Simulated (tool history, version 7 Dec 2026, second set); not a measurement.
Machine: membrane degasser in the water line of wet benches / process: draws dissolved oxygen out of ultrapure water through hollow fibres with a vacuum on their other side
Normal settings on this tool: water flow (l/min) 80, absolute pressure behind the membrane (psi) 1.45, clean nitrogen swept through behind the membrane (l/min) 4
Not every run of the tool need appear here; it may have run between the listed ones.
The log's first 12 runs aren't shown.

run	day	water flow (l/min)	absolute pressure behind the membrane (psi)	clean nitrogen swept through behind the membrane (l/min)	dissolved oxygen in the water behind the degasser (ppb)	pressure that the water loses in the fibres (psi)
13	88.025	80	1.45	4	317	4.747
14	94.854	80	1.45	4	318.1	4.744
15	102.942	80	1.25	4	261.2	4.775
16	107.108	80	1.45	4	317.5	4.779
17	113.55	80	1.45	4	317.4	4.785
18	122.821	82	1.03	1.62	399.3	4.889
19	127.629	82	1.03	1.62	399.8	4.902
20	135.879	82	1.26	3.74	287.7	4.908
21	141.212	78	2.7	3.28	764.7	4.68
22	145.512	55	1.07	4	145.1	3.332
23	150.125	55	1.07	4	144.8	3.295
24	156.871	75	2.55	4	590.1	4.49
25	165.788	75	2.55	4	594.3	4.516
26	170.762	80	3.42	4	851.7	4.812
27	175.538	80	3.42	4	857.3	4.844
28	179.512	80	3.42	4	854.4	4.853
29	186.458	80	3.42	4	860.7	4.85
30	193.738	80	1	2.91	248.3	4.83
# day 202.408: membrane cartridge changed
31	202.546	80	1.61	2.91	473.2	4.473

Here are 5 independent what-if runs from the current tool condition. What would each one return?
A	209.692	80	2.51	2.91	?	?
B	209.692	81	2.09	2.04	?	?
C	209.692	122	3.41	1.71	?	?
D	209.692	80	1.46	2.91	?	?
E	209.692	80	1.45	11.17	?	?

run	dissolved oxygen in the water behind the degasser (ppb)	pressure that the water loses in the fibres (psi)
A	790.5	4.45
B	855.2	4.543
C	2090.8	6.804
D	416.5	4.457
E	131.6	4.458
With no hidden state in the tool, these same runs would have given:
run	dissolved oxygen in the water behind the degasser (ppb)	pressure that the water loses in the fibres (psi)
A	773.8	4.444
B	834	4.537
C	2067.8	6.795
D	399.2	4.451
E	125.9	4.453
